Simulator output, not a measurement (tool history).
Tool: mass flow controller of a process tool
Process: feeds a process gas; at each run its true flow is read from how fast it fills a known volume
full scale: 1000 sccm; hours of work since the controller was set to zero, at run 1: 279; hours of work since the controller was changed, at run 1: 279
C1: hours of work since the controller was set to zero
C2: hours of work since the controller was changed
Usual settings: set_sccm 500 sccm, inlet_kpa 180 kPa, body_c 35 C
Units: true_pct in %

run 1 hour=0 | set_sccm=500 inlet_kpa=180 body_c=35 | C1=279 C2=279 | true_pct=100.2
run 2 hour=228.9 | set_sccm=662 inlet_kpa=180 body_c=35 | C1=434 C2=434 | true_pct=100.43
run 3 hour=511 | set_sccm=662 inlet_kpa=180 body_c=23 | C1=625 C2=625 | true_pct=99.28
run 4 hour=819.5 | set_sccm=662 inlet_kpa=180 body_c=23 | C1=834 C2=834 | true_pct=99.23
run 5 hour=1070.2 | set_sccm=662 inlet_kpa=180 body_c=27 | C1=1004 C2=1004 | true_pct=99.65
run 6 hour=1251.8 | set_sccm=920 inlet_kpa=180 body_c=35 | C1=1127 C2=1127 | true_pct=100.6
run 7 hour=1514.4 | set_sccm=500 inlet_kpa=180 body_c=35 | C1=1305 C2=1305 | true_pct=100.25
run 8 hour=1650.3 | set_sccm=500 inlet_kpa=180 body_c=37 | C1=1397 C2=1397 | true_pct=100.4
run 9 hour=1887.2 | set_sccm=500 inlet_kpa=228 body_c=37 | C1=1558 C2=1558 | true_pct=100.44
run 10 hour=2055.5 | set_sccm=500 inlet_kpa=228 body_c=37 | C1=1672 C2=1672 | true_pct=100.41
run 11 hour=2281.9 | set_sccm=500 inlet_kpa=228 body_c=37 | C1=1825 C2=1825 | true_pct=100.27
run 12 hour=2590 | set_sccm=500 inlet_kpa=180 body_c=35 | C1=2034 C2=2034 | true_pct=100.24
run 13 hour=2873 | set_sccm=436 inlet_kpa=180 body_c=35 | C1=2226 C2=2226 | true_pct=100.17
run 14 hour=3032.1 | set_sccm=436 inlet_kpa=180 body_c=35 | C1=2333 C2=2333 | true_pct=100.24
run 15 hour=3343.3 | set_sccm=436 inlet_kpa=180 body_c=35 | C1=2544 C2=2544 | true_pct=100.21
run 16 hour=3659.6 | set_sccm=500 inlet_kpa=180 body_c=35 | C1=2759 C2=2759 | true_pct=100.31
run 17 hour=3936.4 | set_sccm=500 inlet_kpa=180 body_c=35 | C1=2946 C2=2946 | true_pct=100.23
run 18 hour=4100.3 | set_sccm=500 inlet_kpa=180 body_c=35 | C1=3057 C2=3057 | true_pct=100.24
run 19 hour=4243.3 | set_sccm=500 inlet_kpa=180 body_c=35 | C1=3154 C2=3154 | true_pct=100.33
run 20 hour=4524.1 | set_sccm=500 inlet_kpa=279 body_c=35 | C1=3344 C2=3344 | true_pct=100.42
run 21 hour=4672.8 | set_sccm=500 inlet_kpa=180 body_c=35 | C1=3445 C2=3445 | true_pct=100.14
run 22 hour=4840.5 | set_sccm=500 inlet_kpa=180 body_c=35 | C1=3559 C2=3559 | true_pct=100.2
run 23 hour=5008.6 | set_sccm=500 inlet_kpa=180 body_c=35 | C1=3673 C2=3673 | true_pct=100.23
run 24 hour=5211.1 | set_sccm=500 inlet_kpa=180 body_c=39 | C1=3810 C2=3810 | true_pct=100.71
run 25 hour=5520.7 | set_sccm=500 inlet_kpa=155 body_c=39 | C1=4020 C2=4020 | true_pct=100.64
run 26 hour=5845.6 | set_sccm=500 inlet_kpa=155 body_c=39 | C1=4240 C2=4240 | true_pct=100.54
run 27 hour=5982.6 | set_sccm=498 inlet_kpa=180 body_c=35 | C1=4333 C2=4333 | true_pct=100.31
run 28 hour=6280.7 | set_sccm=843 inlet_kpa=179 body_c=23 | C1=4535 C2=4535 | true_pct=99.02
run 29 hour=6430.8 | set_sccm=380 inlet_kpa=150 body_c=29 | C1=4636 C2=4636 | true_pct=99.93
run 30 hour=6741.8 | set_sccm=752 inlet_kpa=210 body_c=35 | C1=4847 C2=4847 | true_pct=100.21
run 31 hour=7066.8 | set_sccm=752 inlet_kpa=210 body_c=35 | C1=5067 C2=5067 | true_pct=100.11
run 32 hour=7383.1 | set_sccm=257 inlet_kpa=210 body_c=34 | C1=5282 C2=5282 | true_pct=101.37
run 33 hour=7567.5 | set_sccm=115 inlet_kpa=210 body_c=22 | C1=5407 C2=5407 | true_pct=104.48
run 34 hour=7870 | set_sccm=913 inlet_kpa=189 body_c=36 | C1=5612 C2=5612 | true_pct=100.13
run 35 hour=8001.6 | set_sccm=913 inlet_kpa=189 body_c=36 | C1=5701 C2=5701 | true_pct=100.23
run 36 hour=8148.8 | set_sccm=360 inlet_kpa=192 body_c=25 | C1=5801 C2=5801 | true_pct=99.9
run 37 hour=8408.8 | set_sccm=121 inlet_kpa=265 body_c=35 | C1=5977 C2=5977 | true_pct=105.86
run 38 hour=8641.9 | set_sccm=500 inlet_kpa=230 body_c=35 | C1=6135 C2=6135 | true_pct=100.49
-- hour=8701.8 controller's zero set anew
run 39 hour=8856.4 | set_sccm=500 inlet_kpa=230 body_c=35 | C1=105 C2=6280 | true_pct=98.38
run 40 hour=9030.6 | set_sccm=500 inlet_kpa=154 body_c=35 | C1=223 C2=6398 | true_pct=98.23
run 41 hour=9268.4 | set_sccm=181 inlet_kpa=154 body_c=35 | C1=384 C2=6559 | true_pct=98.04
run 42 hour=9415 | set_sccm=181 inlet_kpa=222 body_c=29 | C1=483 C2=6658 | true_pct=97.66
run 43 hour=9670.4 | set_sccm=180 inlet_kpa=224 body_c=24 | C1=656 C2=6831 | true_pct=97.4
run 44 hour=9846.3 | set_sccm=180 inlet_kpa=224 body_c=24 | C1=776 C2=6950 | true_pct=97.35
run 45 hour=10055.7 | set_sccm=215 inlet_kpa=180 body_c=21 | C1=917 C2=7092 | true_pct=97.05
-- hour=10115 controller exchanged for a calibrated one
run 46 hour=10345.4 | set_sccm=925 inlet_kpa=169 body_c=25 | C1=156 C2=156 | true_pct=99.84
run 47 hour=10509 | set_sccm=163 inlet_kpa=183 body_c=25 | C1=267 C2=267 | true_pct=99.33
run 48 hour=10686.1 | set_sccm=163 inlet_kpa=183 body_c=25 | C1=387 C2=387 | true_pct=99.23

4 ways to go on from here, each from the tool as it stands after run 48. What would each give?
run A hour=10916.3 | set_sccm=784 inlet_kpa=183 body_c=37 | C1=543 C2=543 | true_pct=?
run B hour=10916.3 | set_sccm=163 inlet_kpa=216 body_c=29 | C1=543 C2=543 | true_pct=?
run C hour=10916.3 | set_sccm=636 inlet_kpa=200 body_c=39 | C1=543 C2=543 | true_pct=?
run D hour=10916.3 | set_sccm=245 inlet_kpa=180 body_c=26 | C1=543 C2=543 | true_pct=?

run=A true_pct=100.76
run=B true_pct=99.85
run=C true_pct=100.76
run=D true_pct=99.37
Without the tool's hidden state the same runs would have given:
run=A true_pct=100.74
run=B true_pct=99.16
run=C true_pct=100.71
run=D true_pct=98.97
